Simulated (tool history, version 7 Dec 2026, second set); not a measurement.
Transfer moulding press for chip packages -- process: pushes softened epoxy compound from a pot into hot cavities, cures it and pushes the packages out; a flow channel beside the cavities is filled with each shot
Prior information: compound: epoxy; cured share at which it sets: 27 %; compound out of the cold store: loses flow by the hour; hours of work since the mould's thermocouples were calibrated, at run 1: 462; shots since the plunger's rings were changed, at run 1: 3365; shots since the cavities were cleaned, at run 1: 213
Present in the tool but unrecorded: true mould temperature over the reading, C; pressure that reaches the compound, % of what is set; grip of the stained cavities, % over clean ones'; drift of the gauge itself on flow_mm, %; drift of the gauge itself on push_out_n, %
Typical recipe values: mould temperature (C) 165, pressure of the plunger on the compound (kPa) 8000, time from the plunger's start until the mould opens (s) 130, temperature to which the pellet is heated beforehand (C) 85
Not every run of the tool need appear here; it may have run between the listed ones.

run   hour  mould temperature (C)  pressure of the plunger on the compound (kPa)  time from the plunger's start until the mould opens (s)  temperature to which the pellet is heated beforehand (C)  hours of work since the mould's thermocouples were calibrated  shots since the plunger's rings were changed  shots since the cavities were cleaned  incoming compound's hours out of the cold store  length that the compound runs in the flow channel (mm)  greatest force on the pins that push the packages out (N)
  1    0.0                    165                                           8000                                                      130                                                        85                                                            462                                          3365                                    213                                             17.8                                                     661                                                        384
  2   24.2                    165                                           8000                                                      130                                                        85                                                            480                                          3618                                    466                                             44.9                                                     592                                                        427
      37.0  -- cavities cleaned with cleaning compound and waxed
  3   51.0                    165                                           8000                                                      130                                                        85                                                            499                                          3883                                    147                                             47.2                                                     588                                                        339
      55.0  -- plunger's sealing rings changed
  4   72.3                    165                                           8000                                                      130                                                        85                                                            514                                           181                                    343                                             44.1                                                     639                                                        398
  5   86.7                    165                                           8000                                                      130                                                        85                                                            525                                           331                                    493                                             26.9                                                     684                                                        426
      97.4  -- cavities cleaned with cleaning compound and waxed
  6  103.9                    165                                           8000                                                      130                                                        79                                                            537                                           495                                     68                                             18.5                                                     691                                                        320
  7  126.3                    165                                           8000                                                      130                                                        79                                                            554                                           729                                    302                                             34.8                                                     661                                                        396
  8  149.4                    165                                           8000                                                      130                                                        79                                                            571                                           971                                    544                                             40.8                                                     643                                                        435
     154.2  -- cavities cleaned with cleaning compound and waxed
  9  177.4                    165                                           8000                                                      130                                                        85                                                            591                                          1247                                    242                                              9.5                                                     699                                                        389
 10  193.1                    165                                           8000                                                      130                                                        85                                                            603                                          1411                                    406                                             17.1                                                     680                                                        417
     211.1  -- cavities cleaned with cleaning compound and waxed
 11  214.7                    165                                           8000                                                      130                                                        85                                                            619                                          1621                                     37                                             43.6                                                     626                                                        280
     240.8  -- mould's thermocouples calibrated
 12  244.3                    160                                           8000                                                      130                                                        85                                                              3                                          1910                                    326                                             34.3                                                     651                                                        605
     271.5  -- cavities cleaned with cleaning compound and waxed
 13  273.4                    160                                           8000                                                      130                                                        85                                                             24                                          2198                                     20                                             22.5                                                     696                                                        455
 14  290.1                    160                                           8000                                                      130                                                        85                                                             36                                          2373                                    195                                             28.9                                                     669                                                        535
 15  316.8                    159                                           8000                                                      130                                                        85                                                             57                                          2651                                    473                                             36.0                                                     648                                                        716
     328.4  -- cavities cleaned with cleaning compound and waxed
 16  339.2                    165                                           8850                                                      130                                                        85                                                             73                                          2870                                    113                                             29.0                                                     676                                                        357
 17  357.3                    165                                           8570                                                      130                                                        85                                                             86                                          3058                                    301                                             21.9                                                     692                                                        419
 18  376.0                    165                                           8000                                                      130                                                        77                                                            101                                          3253                                    496                                             30.3                                                     636                                                        468
     386.7  -- cavities cleaned with cleaning compound and waxed
 19  392.9                    169                                           6270                                                      130                                                        85                                                            112                                          3415                                     65                                             15.1                                                     589                                                        273
 20  411.7                    169                                           6270                                                      130                                                        85                                                            127                                          3612                                    262                                             39.1                                                     529                                                        319
 21  428.7                    165                                           8000                                                      130                                                        91                                                            140                                          3789                                    439                                             39.0                                                     613                                                        414
     440.9  -- plunger's sealing rings changed
 22  443.2                    165                                           8000                                                      130                                                        91                                                            149                                            23                                    564                                             10.4                                                     722                                                        482
     446.9  -- cavities cleaned with cleaning compound and waxed
 23  459.5                    165                                           8000                                                      124                                                        91                                                            160                                           177                                    131                                             27.4                                                     673                                                        378
 24  476.7                    173                                           8000                                                      110                                                        91                                                            173                                           357                                    311                                             10.1                                                     681                                                        354
 25  488.7                    173                                           6260                                                      130                                                        85                                                            182                                           483                                    437                                             17.3                                                     593                                                        325
     504.6  -- cavities cleaned with cleaning compound and waxed
 26  513.5                    173                                           6260                                                      168                                                        85                                                            200                                           726                                     93                                             35.5                                                     557                                                        250
 27  534.5                    173                                           6260                                                      140                                                        83                                                            216                                           946                                    313                                              9.0                                                     602                                                        297

What differs in the tool's unlogged condition from the final listed run ahead of each entry between runs to the first listed run following it?
In the gap between runs 2 and 3: cavities cleaned with cleaning compound and waxed (hour 37.0)
  true mould temperature over the reading, C: 1.11 -> 1.16; pressure that reaches the compound, % of what is set: 85.63 -> 84.52; grip of the stained cavities, % over clean ones': 54 -> 22.8
  what was measured, less what the result would be without the hidden state, length that the compound runs in the flow channel (mm): -52 -> -55; greatest force on the pins that push the packages out (N): +132 -> +46
In the gap between runs 3 and 4: plunger's sealing rings changed (hour 55.0)
  true mould temperature over the reading, C: 1.16 -> 1.2; pressure that reaches the compound, % of what is set: 84.52 -> 99.06; grip of the stained cavities, % over clean ones': 22.8 -> 44.1
  what was measured, less what the result would be without the hidden state, length that the compound runs in the flow channel (mm): -55 -> -7; greatest force on the pins that push the packages out (N): +46 -> +103
In the gap between runs 5 and 6: cavities cleaned with cleaning compound and waxed (hour 97.4)
  true mould temperature over the reading, C: 1.22 -> 1.25; pressure that reaches the compound, % of what is set: 98.49 -> 97.88; grip of the stained cavities, % over clean ones': 55.2 -> 13.2
  what was measured, less what the result would be without the hidden state, length that the compound runs in the flow channel (mm): -9 -> -12; greatest force on the pins that push the packages out (N): +131 -> +15
In the gap between runs 8 and 9: cavities cleaned with cleaning compound and waxed (hour 154.2)
  true mould temperature over the reading, C: 1.34 -> 1.39; pressure that reaches the compound, % of what is set: 96.12 -> 95.12; grip of the stained cavities, % over clean ones': 58.6 -> 33.5
  what was measured, less what the result would be without the hidden state, length that the compound runs in the flow channel (mm): -17 -> -23; greatest force on the pins that push the packages out (N): +138 -> +73
In the gap between runs 10 and 11: cavities cleaned with cleaning compound and waxed (hour 211.1)
  true mould temperature over the reading, C: 1.42 -> 1.45; pressure that reaches the compound, % of what is set: 94.54 -> 93.76; grip of the stained cavities, % over clean ones': 47.5 -> 6.3
  what was measured, less what the result would be without the hidden state, length that the compound runs in the flow channel (mm): -25 -> -24; greatest force on the pins that push the packages out (N): +108 -> -5
In the gap between runs 11 and 12: mould's thermocouples calibrated (hour 240.8)
  true mould temperature over the reading, C: 1.45 -> 0.04; pressure that reaches the compound, % of what is set: 93.76 -> 92.66; grip of the stained cavities, % over clean ones': 6.3 -> 42
  what was measured, less what the result would be without the hidden state, length that the compound runs in the flow channel (mm): -24 -> -26; greatest force on the pins that push the packages out (N): -5 -> +176
In the gap between runs 12 and 13: cavities cleaned with cleaning compound and waxed (hour 271.5)
  true mould temperature over the reading, C: 0.04 -> 0.1; pressure that reaches the compound, % of what is set: 92.66 -> 91.51; grip of the stained cavities, % over clean ones': 42 -> 3.5
  what was measured, less what the result would be without the hidden state, length that the compound runs in the flow channel (mm): -26 -> -32; greatest force on the pins that push the packages out (N): +176 -> +12
In the gap between runs 15 and 16: cavities cleaned with cleaning compound and waxed (hour 328.4)
  true mould temperature over the reading, C: 0.18 -> 0.22; pressure that reaches the compound, % of what is set: 89.77 -> 88.91; grip of the stained cavities, % over clean ones': 52.6 -> 18.6
  what was measured, less what the result would be without the hidden state, length that the compound runs in the flow channel (mm): -37 -> -41; greatest force on the pins that push the packages out (N): +240 -> +52
In the gap between runs 18 and 19: cavities cleaned with cleaning compound and waxed (hour 386.7)
  true mould temperature over the reading, C: 0.29 -> 0.32; pressure that reaches the compound, % of what is set: 87.53 -> 86.93; grip of the stained cavities, % over clean ones': 54.5 -> 10.3
  what was measured, less what the result would be without the hidden state, length that the compound runs in the flow channel (mm): -45 -> -44; greatest force on the pins that push the packages out (N): +159 -> +23
In the gap between runs 21 and 22: plunger's sealing rings changed (hour 440.9)
  true mould temperature over the reading, C: 0.38 -> 0.4; pressure that reaches the compound, % of what is set: 85.5 -> 99.61; grip of the stained cavities, % over clean ones': 48.6 -> 57.2
  what was measured, less what the result would be without the hidden state, length that the compound runs in the flow channel (mm): -51 -> -3; greatest force on the pins that push the packages out (N): +129 -> +166
In the gap between runs 22 and 23: cavities cleaned with cleaning compound and waxed (hour 446.9)
  true mould temperature over the reading, C: 0.4 -> 0.43; pressure that reaches the compound, % of what is set: 99.61 -> 99.04; grip of the stained cavities, % over clean ones': 57.2 -> 19.8
  what was measured, less what the result would be without the hidden state, length that the compound runs in the flow channel (mm): -3 -> -4; greatest force on the pins that push the packages out (N): +166 -> +53
In the gap between runs 25 and 26: cavities cleaned with cleaning compound and waxed (hour 504.6)
  true mould temperature over the reading, C: 0.48 -> 0.52; pressure that reaches the compound, % of what is set: 97.9 -> 96.9; grip of the stained cavities, % over clean ones': 48.5 -> 13.5
  what was measured, less what the result would be without the hidden state, length that the compound runs in the flow channel (mm): -8 -> -10; greatest force on the pins that push the packages out (N): +104 -> +29
